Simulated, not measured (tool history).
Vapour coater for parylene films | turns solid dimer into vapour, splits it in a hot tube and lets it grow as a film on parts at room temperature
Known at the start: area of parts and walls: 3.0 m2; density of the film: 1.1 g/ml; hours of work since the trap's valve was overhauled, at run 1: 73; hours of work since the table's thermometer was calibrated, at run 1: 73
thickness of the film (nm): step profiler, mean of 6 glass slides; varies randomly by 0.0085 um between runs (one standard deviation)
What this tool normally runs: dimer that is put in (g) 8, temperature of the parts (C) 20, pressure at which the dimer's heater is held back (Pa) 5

run,hour,dimer that is put in (g),temperature of the parts (C),pressure at which the dimer's heater is held back (Pa),hours of work since the trap's valve was overhauled,hours of work since the table's thermometer was calibrated,thickness of the film (nm)
1,0,8,20,5,73,73,1233
2,26.6,8,20,6.24,86,86,1176
3,59.4,13,20,5,102,102,1970
4,82.2,13,20,5,113,113,1974
5,117.3,13,20,5,130,130,1971
6,144.1,13,20,5,143,143,1965
7,172.5,10,20,5,156,156,1507
8,203,4,20,5,171,171,606
9,220.8,4,20,5,180,180,602
10,256.8,8,17,5,197,197,1297
11,273.4,8,17,5,205,205,1309
12,292.6,4,17,5,214,214,642
13,320.7,4,17,5,228,228,629
14,352.2,4,17,5,243,243,649
15,384.6,7,20,5,259,259,1033
16,411.5,7,20,5,272,272,1034
17,444,13,20,5,287,287,1920
18,467.9,13,20,5,299,299,1896
19,492.8,13,20,5,311,311,1892
20,528.7,8,13,5,328,328,1379
21,558.3,8,13,5,343,343,1375
22,577.9,8,13,5,352,352,1362
23,607.1,8,20,2.03,366,366,1316
24,622.9,8,19,9.97,374,374,1053
25,644.5,8,19,9.97,384,384,1079
26,673.1,11,27,11.72,398,398,1157
27,706.2,6,20,5,414,414,838
28,735.2,6,20,10.21,428,428,769
29,768.8,6,20,10.21,444,444,768
30,789.4,6,20,10.21,454,454,765
31,805.5,6,20,10.21,462,462,759
32,841.9,10,21,6.5,479,479,1328
33,860.8,10,21,6.5,488,488,1326
34,877.1,10,21,6.5,496,496,1312
35,899,9,23,5.45,507,507,1150
36,931,9,26,5,522,522,1065
37,954.9,4,19,5.58,534,534,558
# hour 976.3: trap's valve overhauled
38,978.5,7,31,11.88,1,543,730
39,1010.1,10,26,4.66,16,559,1344
40,1032,10,20,5,27,569,1567
41,1063.1,10,21,3.12,42,584,1631
42,1079,8,20,5,50,592,1237
43,1104.8,8,20,5,62,604,1242
44,1131.2,3,26,5,75,617,388
45,1161.1,12,28,9.17,89,631,1383
46,1188.1,8,16,2.94,102,644,1473

Predict each of these 3 candidate next runs independently; none follows another, all start after run 46:
A,1218.5,4,16,2.94,117,659,?
B,1218.5,8,27,2.94,117,659,?
C,1218.5,6,16,4.16,117,659,?

run,thickness of the film (nm)
A,745
B,1124
C,1045
Take away the tool's hidden state, keep each run's random variation, and the runs would have read:
run,thickness of the film (nm)
A,758
B,1143
C,1063
